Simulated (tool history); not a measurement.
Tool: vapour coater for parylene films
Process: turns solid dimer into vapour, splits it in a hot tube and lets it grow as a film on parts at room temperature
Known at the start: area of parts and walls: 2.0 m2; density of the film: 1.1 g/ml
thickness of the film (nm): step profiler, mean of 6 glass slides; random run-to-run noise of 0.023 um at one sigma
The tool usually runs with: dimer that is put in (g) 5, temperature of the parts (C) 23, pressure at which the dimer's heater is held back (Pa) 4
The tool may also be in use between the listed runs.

| run | hour | dimer that is put in (g) | temperature of the parts (C) | pressure at which the dimer's heater is held back (Pa) | thickness of the film (nm) |
|---|---|---|---|---|---|
| 1 | 0 | 5 | 23 | 4 | 1690 |
| 2 | 71.9 | 5 | 23 | 4 | 1630 |
| 3 | 121.8 | 5 | 23 | 4 | 1620 |
| 4 | 177.6 | 5 | 23 | 4 | 1550 |
| 5 | 221.1 | 5 | 23 | 8.72 | 1420 |
| 6 | 254.6 | 8 | 23 | 4 | 2420 |
| 7 | 328.4 | 8 | 30 | 4 | 2010 |
| 8 | 367.3 | 8 | 30 | 4 | 2030 |
| 9 | 430.7 | 8 | 30 | 4 | 1950 |
| 10 | 473.8 | 5 | 23 | 2.56 | 1690 |
| 11 | 509.2 | 5 | 23 | 4 | 1600 |
| 12 | 584 | 5 | 23 | 4 | 1520 |
| 13 | 663.3 | 5 | 23 | 4 | 1750 |
| 14 | 729.5 | 8 | 23 | 4 | 2680 |
| 15 | 802.8 | 8 | 23 | 4 | 2580 |
| 16 | 871.2 | 8 | 23 | 4 | 2530 |
| 17 | 916.1 | 8 | 23 | 4 | 2450 |
| 18 | 999.4 | 8 | 23 | 4 | 2830 |
| 19 | 1038.9 | 8 | 23 | 4 | 2730 |
| 20 | 1106 | 8 | 23 | 4 | 2530 |
| 21 | 1162.7 | 8 | 32 | 4 | 1680 |
| 22 | 1229 | 8 | 26 | 4 | 2130 |
| 23 | 1306.4 | 9 | 23 | 4 | 3040 |
| 24 | 1349.7 | 7 | 23 | 4 | 2370 |
| 25 | 1419 | 7 | 23 | 4 | 2270 |
| 26 | 1475 | 7 | 23 | 4 | 2220 |
| 27 | 1526.1 | 4 | 28 | 4.94 | 960 |
| 28 | 1584.1 | 4 | 16 | 11.16 | 1450 |
| 29 | 1632.2 | 5 | 20 | 4 | 1980 |
| 30 | 1704.3 | 7 | 18 | 4 | 2990 |
| 31 | 1761 | 7 | 18 | 4 | 2910 |
| 32 | 1838.7 | 7 | 24 | 3.55 | 2170 |
| 33 | 1906.4 | 7 | 24 | 3.55 | 2130 |
| 34 | 1971.5 | 8 | 23 | 4 | 2780 |
| 35 | 2049.1 | 5 | 23 | 3.55 | 1700 |
| 36 | 2095.6 | 3 | 22 | 2.3 | 1130 |
| 37 | 2172.7 | 4 | 20 | 7.2 | 1370 |
| 38 | 2224.5 | 5 | 26 | 2.5 | 1480 |
| 39 | 2271.7 | 4 | 23 | 3.61 | 1460 |
| 40 | 2320.3 | 3 | 34 | 4 | 620 |
| 41 | 2392 | 3 | 31 | 2.16 | 710 |
| 42 | 2471.6 | 3 | 27 | 3.73 | 840 |
| 43 | 2550.2 | 4 | 34 | 6.4 | 740 |
| 44 | 2597.7 | 4 | 28 | 4.81 | 960 |
| 45 | 2670.8 | 4 | 28 | 4.81 | 1070 |
| 46 | 2727.9 | 4 | 28 | 4.81 | 1050 |

Put back what was entered between runs (10 entries, withheld): which listed runs does each sit between, and how does the hidden state differ from the listed run before to the listed run after?
In the gap between runs 6 and 7: trap's valve overhauled (hour 265.9)
  vapour lost through the trap's worn valve, %: 14.2 -> 3.2; true temperature of the parts over the reading, C: -0.41 -> -0.49
  the result without the hidden state subtracted from the measured one, thickness of the film (nm): -350 -> -20
In the gap between runs 12 and 13: trap's valve overhauled (hour 598.8)
  vapour lost through the trap's worn valve, %: 14.4 -> 3.7; true temperature of the parts over the reading, C: -0.81 -> -0.89
  the result without the hidden state subtracted from the measured one, thickness of the film (nm): -200 -> +0
In the gap between runs 17 and 18: trap's valve overhauled (hour 936.1)
  vapour lost through the trap's worn valve, %: 15.3 -> 3.4; true temperature of the parts over the reading, C: -1.18 -> -1.26
  the result without the hidden state subtracted from the measured one, thickness of the film (nm): -300 -> +50
In the gap between runs 19 and 20: table's thermometer calibrated (hour 1072.5)
  vapour lost through the trap's worn valve, %: 5 -> 7.9; true temperature of the parts over the reading, C: -1.3 -> 0.16
  the result without the hidden state subtracted from the measured one, thickness of the film (nm): +10 -> -240
In the gap between runs 22 and 23: trap's valve overhauled (hour 1269.8)
  vapour lost through the trap's worn valve, %: 13.1 -> 1.9; true temperature of the parts over the reading, C: 0.02 -> -0.07
  the result without the hidden state subtracted from the measured one, thickness of the film (nm): -320 -> -60
In the gap between runs 28 and 29: trap's valve overhauled (hour 1603.4)
  vapour lost through the trap's worn valve, %: 14.3 -> 1.6; true temperature of the parts over the reading, C: -0.39 -> -0.45
  the result without the hidden state subtracted from the measured one, thickness of the film (nm): -210 -> +10
In the gap between runs 33 and 34: trap's valve overhauled (hour 1935.2)
  vapour lost through the trap's worn valve, %: 13.7 -> 1.8; true temperature of the parts over the reading, C: -0.77 -> -0.83
  the result without the hidden state subtracted from the measured one, thickness of the film (nm): -250 -> +50
In the gap between runs 38 and 39: trap's valve overhauled (hour 2270)
  vapour lost through the trap's worn valve, %: 12.7 -> 0.6; true temperature of the parts over the reading, C: -1.12 -> -1.17
  the result without the hidden state subtracted from the measured one, thickness of the film (nm): -140 -> +70
In the gap between runs 39 and 40: table's thermometer calibrated (hour 2295.9)
  vapour lost through the trap's worn valve, %: 0.6 -> 2.7; true temperature of the parts over the reading, C: -1.17 -> -0.13
  the result without the hidden state subtracted from the measured one, thickness of the film (nm): +70 -> -10
In the gap between runs 44 and 45: trap's valve overhauled (hour 2606.9)
  vapour lost through the trap's worn valve, %: 15 -> 3.8; true temperature of the parts over the reading, C: -0.45 -> -0.52
  the result without the hidden state subtracted from the measured one, thickness of the film (nm): -150 -> -20

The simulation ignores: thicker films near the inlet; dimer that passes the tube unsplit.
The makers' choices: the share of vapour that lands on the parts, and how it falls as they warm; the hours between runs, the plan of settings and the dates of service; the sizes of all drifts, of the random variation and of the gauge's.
